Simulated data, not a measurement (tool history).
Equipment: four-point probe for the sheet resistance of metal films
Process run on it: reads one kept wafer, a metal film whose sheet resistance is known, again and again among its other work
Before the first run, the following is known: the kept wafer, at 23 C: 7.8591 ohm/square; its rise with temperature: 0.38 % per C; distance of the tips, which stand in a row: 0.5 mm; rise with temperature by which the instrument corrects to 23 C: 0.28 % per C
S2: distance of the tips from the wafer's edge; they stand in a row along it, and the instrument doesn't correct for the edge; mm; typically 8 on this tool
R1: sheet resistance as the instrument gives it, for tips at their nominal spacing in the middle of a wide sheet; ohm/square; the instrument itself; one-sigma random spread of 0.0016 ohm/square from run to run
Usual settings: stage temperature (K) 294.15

Run 1, hour 0.0: usual settings. Result: R1 7.858810 ohm/square.
Run 2, hour 28.6: usual settings. Result: R1 7.859877 ohm/square.
Run 3, hour 52.9: usual settings. Result: R1 7.864292 ohm/square.
Run 4, hour 69.3: usual settings. Result: R1 7.862794 ohm/square.
Run 5, hour 87.5: usual settings but S2 3 mm. Result: R1 7.958091 ohm/square.
Run 6, hour 119.5: usual settings but S2 3 mm. Result: R1 7.961232 ohm/square.
Run 7, hour 143.8: usual settings but S2 3 mm. Result: R1 7.960268 ohm/square.
Run 8, hour 169.2: usual settings. Result: R1 7.859957 ohm/square.
Run 9, hour 201.7: usual settings. Result: R1 7.863019 ohm/square.
Run 10, hour 216.7: usual settings but stage temperature (K) 299.15. Result: R1 7.896844 ohm/square.
Run 11, hour 231.7: usual settings but stage temperature (K) 299.15, S2 6 mm. Result: R1 7.912517 ohm/square.
Run 12, hour 250.7: usual settings but stage temperature (K) 299.15, S2 6 mm. Result: R1 7.909741 ohm/square.
Run 13, hour 270.0: usual settings but stage temperature (K) 301.15. Result: R1 7.911816 ohm/square.
Run 14, hour 293.1: usual settings but stage temperature (K) 301.15, S2 10 mm. Result: R1 7.906393 ohm/square.
Run 15, hour 325.0: usual settings but stage temperature (K) 296.15. Result: R1 7.876539 ohm/square.
Run 16, hour 354.5: usual settings but stage temperature (K) 296.15. Result: R1 7.876595 ohm/square.
Run 17, hour 374.9: usual settings but stage temperature (K) 307.15. Result: R1 7.958398 ohm/square.
Run 18, hour 409.2: usual settings but stage temperature (K) 307.15. Result: R1 7.960332 ohm/square.
Run 19, hour 440.3: usual settings but stage temperature (K) 307.15. Result: R1 7.954652 ohm/square.
Run 20, hour 456.8: usual settings but stage temperature (K) 302.15. Result: R1 7.922105 ohm/square.
Run 21, hour 484.4: usual settings but stage temperature (K) 302.15. Result: R1 7.921166 ohm/square.
Run 22, hour 505.5: usual settings but stage temperature (K) 302.15. Result: R1 7.919610 ohm/square.
Run 23, hour 525.2: usual settings but stage temperature (K) 304.15, S2 13 mm. Result: R1 7.926844 ohm/square.
Run 24, hour 558.5: usual settings but stage temperature (K) 304.15, S2 13 mm. Result: R1 7.925346 ohm/square.
Run 25, hour 575.4: usual settings but S2 16 mm. Result: R1 7.847701 ohm/square.

Run 26 is up next; what results do you expect?
Run 26, hour 590.6: usual settings but stage temperature (K) 295.15, S2 52 mm. Result: R1 ?.

{"run 26": {"R1": 7.850627}}
If the tool had no hidden condition, the same run with the same run-to-run variation would have returned R1 7.850954 ohm/square.
